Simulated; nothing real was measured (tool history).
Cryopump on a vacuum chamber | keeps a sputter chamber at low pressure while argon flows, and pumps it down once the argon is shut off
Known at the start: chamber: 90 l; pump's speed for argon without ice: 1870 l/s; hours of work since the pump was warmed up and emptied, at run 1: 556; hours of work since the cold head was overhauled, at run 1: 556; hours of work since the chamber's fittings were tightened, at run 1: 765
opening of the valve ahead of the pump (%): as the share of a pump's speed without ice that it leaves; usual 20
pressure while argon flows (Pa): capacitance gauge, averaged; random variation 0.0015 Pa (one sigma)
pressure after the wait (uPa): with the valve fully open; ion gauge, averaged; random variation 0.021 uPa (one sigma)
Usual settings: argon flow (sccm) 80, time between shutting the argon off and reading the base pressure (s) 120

run	day	argon flow (sccm)	time between shutting the argon off and reading the base pressure (s)	opening of the valve ahead of the pump (%)	hours of work since the pump was warmed up and emptied	hours of work since the cold head was overhauled	hours of work since the chamber's fittings were tightened	pressure while argon flows (Pa)	pressure after the wait (uPa)
1	0.000	80	120	20	556	556	765	0.3782	0.42
2	1.821	80	120	49	580	580	789	0.1653	0.43
3	2.971	80	120	49	595	595	804	0.1683	0.39
4	4.329	80	120	49	612	612	821	0.1685	0.40
5	6.788	80	120	49	644	644	853	0.1697	0.39
6	7.921	80	120	49	659	659	868	0.1696	0.44
7	10.054	99	120	20	687	687	896	0.4744	0.42
8	12.242	137	57	55	715	715	924	0.2666	0.63
9	13.671	122	142	20	734	734	943	0.5917	0.47
10	15.967	119	142	49	764	764	973	0.2592	0.39
11	18.154	60	148	49	792	792	1001	0.1312	0.42
12	19.712	122	27	15	812	812	1021	0.7772	0.95

Forecast run 13:
# day 20.083: pump warmed up, emptied and cooled again
13	21.700	68	93	32	21	835	1044	?	?

{"run 13": {"pressure while argon flows (Pa)": 0.1933, "pressure after the wait (uPa)": 0.4}}
Without the tool's hidden state the same run would have given pressure while argon flows (Pa) 0.1918, pressure after the wait (uPa) 0.34.

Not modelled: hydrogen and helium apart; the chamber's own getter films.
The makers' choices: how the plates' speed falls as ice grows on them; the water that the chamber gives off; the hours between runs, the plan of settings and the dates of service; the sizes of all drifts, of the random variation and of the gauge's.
